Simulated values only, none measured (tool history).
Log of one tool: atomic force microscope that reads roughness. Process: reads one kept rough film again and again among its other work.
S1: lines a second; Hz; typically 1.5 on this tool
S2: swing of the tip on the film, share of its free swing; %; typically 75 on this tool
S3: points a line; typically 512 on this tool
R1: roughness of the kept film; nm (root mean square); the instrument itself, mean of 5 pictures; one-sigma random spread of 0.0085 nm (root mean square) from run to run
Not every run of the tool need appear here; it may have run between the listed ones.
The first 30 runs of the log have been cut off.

| run | day | S1 | S2 | S3 | R1 |
|---|---|---|---|---|---|
| 31 | 24.546 | 1.5 | 78 | 527 | 1.629 |
|  | 24.638 | new tip fitted |
| 32 | 25.208 | 1.5 | 78 | 527 | 1.858 |
| 33 | 26.267 | 1.94 | 88 | 433 | 1.638 |
| 34 | 27.312 | 0.95 | 75 | 512 | 1.878 |
| 35 | 27.858 | 3.5 | 90 | 450 | 1.349 |
| 36 | 28.525 | 1.07 | 75 | 512 | 1.823 |
| 37 | 29.379 | 0.54 | 57 | 841 | 1.885 |
| 38 | 30.525 | 0.54 | 57 | 841 | 1.85 |
| 39 | 31.488 | 0.58 | 73 | 657 | 1.79 |
|  | 32.471 | new tip fitted |
| 40 | 32.592 | 0.58 | 73 | 657 | 2.019 |
| 41 | 33.15 | 0.58 | 73 | 657 | 1.977 |

Predict each of these 3 candidate next runs independently; none follows another, all start after run 41:
| A | 33.954 | 0.51 | 71 | 373 | ? |
| B | 33.954 | 0.58 | 75 | 730 | ? |
| C | 33.954 | 1.5 | 89 | 557 | ? |

| run | R1 |
|---|---|
| A | 1.967 |
| B | 1.944 |
| C | 1.709 |
Stripped of hidden state, with their random variation kept, the same runs would have yielded:
| run | R1 |
|---|---|
| A | 1.993 |
| B | 1.97 |
| C | 1.732 |

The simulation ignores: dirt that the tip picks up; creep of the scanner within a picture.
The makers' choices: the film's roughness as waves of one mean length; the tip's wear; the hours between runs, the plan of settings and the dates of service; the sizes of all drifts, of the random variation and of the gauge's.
